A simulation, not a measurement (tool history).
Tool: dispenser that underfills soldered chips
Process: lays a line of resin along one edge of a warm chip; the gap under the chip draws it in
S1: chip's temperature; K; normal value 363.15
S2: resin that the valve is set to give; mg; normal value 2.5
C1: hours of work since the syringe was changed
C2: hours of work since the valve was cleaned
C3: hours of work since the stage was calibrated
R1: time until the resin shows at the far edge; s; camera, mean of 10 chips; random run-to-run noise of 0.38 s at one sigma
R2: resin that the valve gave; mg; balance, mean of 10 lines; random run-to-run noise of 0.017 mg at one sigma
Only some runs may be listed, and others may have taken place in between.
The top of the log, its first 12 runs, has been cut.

run	day	S1	S2	C1	C2	C3	R1	R2
# day 6.242: new syringe of resin
13	6.367	363.15	2.5	2	64	146	28.9	2.37
# day 6.717: new syringe of resin
14	7.033	363.15	2.5	6	76	158	33.7	2.33
# day 7.217: new syringe of resin
# day 7.688: new syringe of resin
15	7.738	363.15	2.5	1	88	171	25	2.3
# day 8.183: new syringe of resin
16	8.258	358.15	2.5	1	98	180	31.7	2.27
# day 8.329: dispensing valve cleaned and set on the balance
# day 8.692: new syringe of resin
17	8.975	358.15	2.5	5	12	192	38.9	2.5
# day 9.158: new syringe of resin
# day 9.621: new syringe of resin
18	9.679	360.15	2.5	1	24	205	28.1	2.39
# day 10.104: new syringe of resin
19	10.338	362.15	2.18	4	37	217	33.4	2.09
# day 10.617: new syringe of resin
20	10.979	363.15	2.42	7	48	229	36.4	2.3
# day 11.125: new syringe of resin
21	11.3	370.15	2.42	3	54	235	24.5	2.28
# day 11.604: new syringe of resin
22	11.838	370.15	2.42	4	64	244	25.1	2.27
# day 12.1: new syringe of resin
23	12.142	362.15	2.49	1	69	250	25.6	2.36
24	12.475	350.15	2.96	7	76	256	56.4	2.74
# day 12.612: new syringe of resin
# day 13.083: new syringe of resin
25	13.138	350.15	2.96	1	87	268	38.8	2.72
26	13.425	375.15	2.87	6	93	273	24.8	2.63
# day 13.583: new syringe of resin
# day 13.771: dispensing valve cleaned and set on the balance
27	13.821	364.15	2.37	4	1	280	28.3	2.38
# day 14.138: new syringe of resin
28	14.15	370.15	2.46	0	7	286	20.5	2.42
# day 14.608: new syringe of resin
29	14.692	353.15	2.16	2	17	296	36.6	2.13
# day 15.092: new syringe of resin
30	15.154	367.15	2.51	1	25	304	23.1	2.45
# day 15.579: new syringe of resin
31	15.654	367.15	2.51	1	34	313	23.4	2.42
# day 16.046: new syringe of resin
32	16.258	363.15	2.51	4	45	324	30.8	2.42
# day 16.558: new syringe of resin
33	16.675	349.15	2.27	2	53	332	46	2.15
# day 17.033: new syringe of resin
34	17.096	349.15	2.27	1	60	339	43	2.14

Predict each of these 4 candidate next runs independently; none follows another, all start after run 34:
# day 17.5: new syringe of resin
A	17.646	365.15	2.28	3	70	349	?	?
# day 17.5: new syringe of resin
B	17.646	377.15	3.16	3	70	349	?	?
# day 17.5: new syringe of resin
C	17.646	353.15	2.71	3	70	349	?	?
# day 17.5: new syringe of resin
D	17.646	349.15	2.68	3	70	349	?	?

run	R1	R2
A	28.2	2.12
B	18.1	2.97
C	39.7	2.55
D	46	2.51
Without the tool's hidden state the same runs would have given:
run	R1	R2
A	22.6	2.27
B	14.5	3.17
C	31.7	2.73
D	36.8	2.69
